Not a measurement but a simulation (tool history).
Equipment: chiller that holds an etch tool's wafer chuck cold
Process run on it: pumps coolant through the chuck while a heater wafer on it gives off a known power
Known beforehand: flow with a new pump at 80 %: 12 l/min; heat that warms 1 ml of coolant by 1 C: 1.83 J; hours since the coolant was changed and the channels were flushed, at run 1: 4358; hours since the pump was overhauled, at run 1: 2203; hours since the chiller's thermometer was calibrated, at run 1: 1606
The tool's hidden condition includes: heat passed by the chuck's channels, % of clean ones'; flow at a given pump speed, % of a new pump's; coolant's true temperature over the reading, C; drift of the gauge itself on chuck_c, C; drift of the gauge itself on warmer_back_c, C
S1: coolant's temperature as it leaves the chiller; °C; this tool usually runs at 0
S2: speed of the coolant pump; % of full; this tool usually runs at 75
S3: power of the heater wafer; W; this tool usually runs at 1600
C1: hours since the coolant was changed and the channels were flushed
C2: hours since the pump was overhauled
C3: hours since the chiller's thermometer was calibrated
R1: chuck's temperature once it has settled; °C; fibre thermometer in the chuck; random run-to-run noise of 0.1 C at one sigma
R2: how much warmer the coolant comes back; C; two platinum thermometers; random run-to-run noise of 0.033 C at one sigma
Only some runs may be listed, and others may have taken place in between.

run 1 hour=0 | S1=0 S2=75 S3=1600 | C1=4358 C2=2203 C3=1606 | R1=14.3 R2=4.71
run 2 hour=73.1 | S1=-1 S2=75 S3=1600 | C1=4431 C2=2276 C3=1679 | R1=13.3 R2=4.72
run 3 hour=177.3 | S1=0 S2=75 S3=1614 | C1=4535 C2=2381 C3=1784 | R1=14.6 R2=4.7
run 4 hour=248.6 | S1=0 S2=75 S3=1614 | C1=4606 C2=2452 C3=1855 | R1=14.4 R2=4.65
run 5 hour=318.2 | S1=0 S2=75 S3=1614 | C1=4676 C2=2522 C3=1925 | R1=14.4 R2=4.64
run 6 hour=422.1 | S1=0 S2=75 S3=1614 | C1=4780 C2=2625 C3=2028 | R1=14.5 R2=4.6
run 7 hour=469.8 | S1=0 S2=75 S3=1614 | C1=4828 C2=2673 C3=2076 | R1=14.7 R2=4.68
run 8 hour=530.6 | S1=0 S2=75 S3=1600 | C1=4888 C2=2734 C3=2137 | R1=14.4 R2=4.6
run 9 hour=602.2 | S1=0 S2=75 S3=1600 | C1=4960 C2=2805 C3=2209 | R1=14.3 R2=4.49
run 10 hour=691.4 | S1=0 S2=75 S3=1600 | C1=5049 C2=2895 C3=2298 | R1=14.3 R2=4.61
run 11 hour=778.4 | S1=0 S2=75 S3=1600 | C1=5136 C2=2982 C3=2385 | R1=14.4 R2=4.54
run 12 hour=862.2 | S1=-5 S2=75 S3=1600 | C1=5220 C2=3066 C3=2469 | R1=9.4 R2=4.56
run 13 hour=917.6 | S1=0 S2=75 S3=1600 | C1=5275 C2=3121 C3=2524 | R1=14.4 R2=4.51
run 14 hour=1019.1 | S1=0 S2=75 S3=1600 | C1=5377 C2=3222 C3=2625 | R1=14.3 R2=4.48
run 15 hour=1065.5 | S1=10 S2=75 S3=1600 | C1=5423 C2=3269 C3=2672 | R1=24.3 R2=4.49
run 16 hour=1108.9 | S1=10 S2=75 S3=1600 | C1=5467 C2=3312 C3=2715 | R1=24.3 R2=4.52
run 17 hour=1161.9 | S1=10 S2=75 S3=1600 | C1=5520 C2=3365 C3=2768 | R1=24.4 R2=4.5
run 18 hour=1206.8 | S1=0 S2=74 S3=2067 | C1=5565 C2=3410 C3=2813 | R1=18.7 R2=5.95
-- hour=1236.4 gauge calibrated
run 19 hour=1284.8 | S1=-9 S2=97 S3=856 | C1=5642 C2=3488 C3=2891 | R1=-3.2 R2=1.86
run 20 hour=1355.2 | S1=9 S2=87 S3=2356 | C1=5713 C2=3559 C3=2962 | R1=27.6 R2=5.85
run 21 hour=1436.5 | S1=0 S2=82 S3=990 | C1=5794 C2=3640 C3=3043 | R1=8.2 R2=2.64
run 22 hour=1495 | S1=0 S2=75 S3=1189 | C1=5853 C2=3698 C3=3101 | R1=10.7 R2=3.4
run 23 hour=1593.2 | S1=3 S2=75 S3=1302 | C1=5951 C2=3797 C3=3200 | R1=14.8 R2=3.75
run 24 hour=1641.7 | S1=-9 S2=75 S3=1230 | C1=5999 C2=3845 C3=3248 | R1=2.1 R2=3.52
run 25 hour=1731.4 | S1=-2 S2=74 S3=1600 | C1=6089 C2=3935 C3=3338 | R1=12.6 R2=4.7
run 26 hour=1830.3 | S1=-5 S2=66 S3=1600 | C1=6188 C2=4034 C3=3437 | R1=10.9 R2=5.3
run 27 hour=1879.3 | S1=9 S2=65 S3=1053 | C1=6237 C2=4083 C3=3486 | R1=19.8 R2=3.51
run 28 hour=1979.5 | S1=-3 S2=91 S3=1242 | C1=6337 C2=4183 C3=3586 | R1=6.3 R2=2.8
run 29 hour=2049.2 | S1=-3 S2=91 S3=915 | C1=6407 C2=4253 C3=3656 | R1=3.8 R2=2
run 30 hour=2096.7 | S1=-3 S2=91 S3=915 | C1=6454 C2=4300 C3=3703 | R1=3.8 R2=2.03
run 31 hour=2146 | S1=-3 S2=91 S3=915 | C1=6504 C2=4349 C3=3752 | R1=3.7 R2=1.97

Branching from run 31: 3 alternative next runs. What would each branch give?
run A hour=2238.1 | S1=1 S2=92 S3=958 | C1=6596 C2=4441 C3=3844 | R1=? R2=?
run B hour=2238.1 | S1=0 S2=75 S3=1600 | C1=6596 C2=4441 C3=3844 | R1=? R2=?
run C hour=2238.1 | S1=-10 S2=64 S3=1411 | C1=6596 C2=4441 C3=3844 | R1=? R2=?

run=A R1=8.2 R2=2.06
run=B R1=14.3 R2=4.52
run=C R1=4.5 R2=4.76
With no hidden state in the tool, these same runs would have given:
run=A R1=8.2 R2=2.24
run=B R1=14.3 R2=4.7
run=C R1=4.5 R2=4.94

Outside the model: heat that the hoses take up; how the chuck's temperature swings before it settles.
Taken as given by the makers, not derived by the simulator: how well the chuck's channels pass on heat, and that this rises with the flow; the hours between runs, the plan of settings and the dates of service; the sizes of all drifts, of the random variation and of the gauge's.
